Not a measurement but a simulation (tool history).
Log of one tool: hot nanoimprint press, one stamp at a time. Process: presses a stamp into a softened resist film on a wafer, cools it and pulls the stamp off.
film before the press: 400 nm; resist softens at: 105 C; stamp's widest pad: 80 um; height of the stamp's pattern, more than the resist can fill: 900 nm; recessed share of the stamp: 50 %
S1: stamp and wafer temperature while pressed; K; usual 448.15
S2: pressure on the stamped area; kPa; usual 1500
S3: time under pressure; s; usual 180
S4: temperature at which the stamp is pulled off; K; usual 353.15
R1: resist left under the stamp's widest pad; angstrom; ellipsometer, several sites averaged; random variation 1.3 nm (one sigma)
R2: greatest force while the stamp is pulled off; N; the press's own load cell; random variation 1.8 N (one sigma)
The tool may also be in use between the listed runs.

run	hour	S1	S2	S3	S4	R1	R2
1	0.0	448.15	1500	180	353.15	2015	96
2	6.7	448.15	1500	180	353.15	2018	96
3	14.6	448.15	1270	180	353.15	2203	96
4	19.7	448.15	1270	180	353.15	2175	95
5	25.2	448.15	1270	180	353.15	2192	97
6	34.0	448.15	1270	180	353.15	2172	96
7	42.4	448.15	1500	180	353.15	2021	93
8	47.2	448.15	1500	180	353.15	2009	94
9	54.2	448.15	1500	180	353.15	2001	93
10	59.1	458.15	1500	180	353.15	1305	93
11	67.2	448.15	1500	180	353.15	2018	92
12	72.6	448.15	1500	180	353.15	2001	93
13	79.2	448.15	1500	180	353.15	2026	95
14	85.3	448.15	920	180	353.15	2554	93
15	92.4	448.15	1500	180	353.15	2011	91
16	100.7	448.15	1500	180	353.15	2018	92
17	109.9	448.15	1500	180	353.15	2021	94
18	118.1	448.15	1690	180	353.15	1900	92
19	126.5	448.15	1500	180	340.15	2016	105
20	134.7	448.15	1500	180	339.15	2005	107
21	144.5	448.15	1500	301	351.15	1708	97
22	149.6	452.15	1500	313	338.15	1381	108
23	157.9	458.15	1400	180	353.15	1361	98
24	165.1	458.15	1400	180	353.15	1336	96
25	170.3	458.15	1400	180	353.15	1363	93
26	177.4	458.15	1400	180	353.15	1348	96
27	182.6	440.15	2260	180	343.15	2331	104
28	189.2	440.15	2260	336	351.15	1909	96
29	196.3	444.15	1500	180	353.15	2396	93

3 ways to go on from here, each from the tool as it stands after run 29. What would each give?
A	201.7	438.15	1290	106	353.15	?	?
B	201.7	445.15	1020	180	361.15	?	?
C	201.7	442.15	1500	334	353.15	?	?

run	R1	R2
A	3405	95
B	2684	86
C	2168	96
Without the tool's hidden state the same runs would have given:
run	R1	R2
A	3406	94
B	2686	85
C	2171	95
